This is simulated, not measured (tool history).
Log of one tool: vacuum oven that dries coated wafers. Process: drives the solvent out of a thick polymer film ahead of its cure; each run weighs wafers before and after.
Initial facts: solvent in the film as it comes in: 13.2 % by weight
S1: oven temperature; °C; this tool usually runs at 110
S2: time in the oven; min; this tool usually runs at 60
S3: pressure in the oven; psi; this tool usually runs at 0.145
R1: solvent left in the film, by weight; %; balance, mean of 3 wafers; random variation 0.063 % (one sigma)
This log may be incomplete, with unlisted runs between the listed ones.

| run | hour | S1 | S2 | S3 | R1 |
|---|---|---|---|---|---|
| 1 | 0.0 | 110 | 60 | 0.145 | 4.68 |
| 2 | 51.4 | 110 | 60 | 0.145 | 4.67 |
| 3 | 90.1 | 110 | 60 | 0.145 | 4.55 |
| 4 | 152.4 | 110 | 62 | 0.145 | 4.70 |
| 5 | 233.0 | 110 | 62 | 0.145 | 4.53 |
| 6 | 279.9 | 110 | 62 | 0.145 | 4.66 |
| 7 | 314.5 | 110 | 62 | 0.145 | 4.60 |
| 8 | 358.7 | 110 | 62 | 0.145 | 4.65 |
|  | 432.4 | oven's thermocouples calibrated |
| 9 | 439.1 | 110 | 62 | 0.145 | 4.68 |
| 10 | 479.0 | 110 | 60 | 0.157 | 4.87 |
| 11 | 516.9 | 110 | 60 | 0.157 | 4.97 |
| 12 | 571.2 | 110 | 86 | 0.157 | 4.02 |
| 13 | 615.0 | 110 | 86 | 0.157 | 3.93 |
| 14 | 662.2 | 95 | 83 | 0.555 | 12.76 |
|  | 701.8 | vacuum gauge cleaned of residue and calibrated |
| 15 | 705.8 | 100 | 40 | 0.131 | 6.64 |
| 16 | 778.6 | 103 | 60 | 0.145 | 4.98 |
| 17 | 843.5 | 103 | 60 | 0.145 | 4.94 |
|  | 850.0 | oven's thermocouples calibrated, once more |
| 18 | 924.8 | 109 | 60 | 0.145 | 4.17 |

What will run 19 give?
| 19 | 996.3 | 98 | 95 | 0.145 | ? |

{"run 19": {"R1": 4.76}}
With the hidden condition absent and the run-to-run variation left alone, this run would have shown R1 4.57 %.

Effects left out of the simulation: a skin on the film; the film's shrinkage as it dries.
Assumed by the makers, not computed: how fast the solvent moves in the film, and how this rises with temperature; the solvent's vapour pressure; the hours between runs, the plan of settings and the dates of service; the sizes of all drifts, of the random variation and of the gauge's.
